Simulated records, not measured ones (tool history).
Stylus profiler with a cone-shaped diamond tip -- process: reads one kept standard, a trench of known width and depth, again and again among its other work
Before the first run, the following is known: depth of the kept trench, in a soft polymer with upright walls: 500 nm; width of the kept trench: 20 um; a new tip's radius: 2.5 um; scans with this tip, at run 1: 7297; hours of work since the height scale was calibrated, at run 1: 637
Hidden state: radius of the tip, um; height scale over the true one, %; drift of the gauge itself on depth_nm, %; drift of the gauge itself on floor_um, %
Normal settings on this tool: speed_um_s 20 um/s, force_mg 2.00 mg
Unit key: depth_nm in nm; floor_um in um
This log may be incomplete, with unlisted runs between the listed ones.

| run | day | speed_um_s | force_mg | scans with this tip | hours of work since the height scale was calibrated | depth_nm | floor_um |
|---|---|---|---|---|---|---|---|
| 1 | 0.000 | 20 | 2.00 | 7297 | 637 | 508.94 | 16.18 |
| 2 | 1.571 | 20 | 2.00 | 7503 | 655 | 508.84 | 16.22 |
| 3 | 2.938 | 20 | 2.00 | 7682 | 671 | 509.26 | 16.22 |
| 4 | 4.229 | 20 | 1.13 | 7851 | 686 | 507.03 | 16.12 |
| 5 | 4.917 | 20 | 5.28 | 7941 | 694 | 515.78 | 16.21 |
| 6 | 6.221 | 20 | 0.95 | 8112 | 709 | 506.24 | 16.09 |
| 7 | 7.504 | 6 | 2.47 | 8280 | 723 | 510.13 | 16.22 |
| 8 | 8.158 | 31 | 0.71 | 8366 | 731 | 505.62 | 16.03 |
| 9 | 9.688 | 15 | 4.61 | 8565 | 748 | 514.84 | 16.13 |
| 10 | 11.058 | 58 | 1.09 | 8745 | 764 | 506.70 | 15.84 |
| 11 | 11.812 | 17 | 0.91 | 8844 | 772 | 506.19 | 16.06 |

For run 12, what comes out?
| 12 | 12.996 | 72 | 2.97 | 8999 | 786 | ? | ? |

{"run 12": {"depth_nm": 511.78, "floor_um": 15.92}}
With no hidden state in the tool, this same run would have given depth_nm 509.87 nm, floor_um 16.80 um.
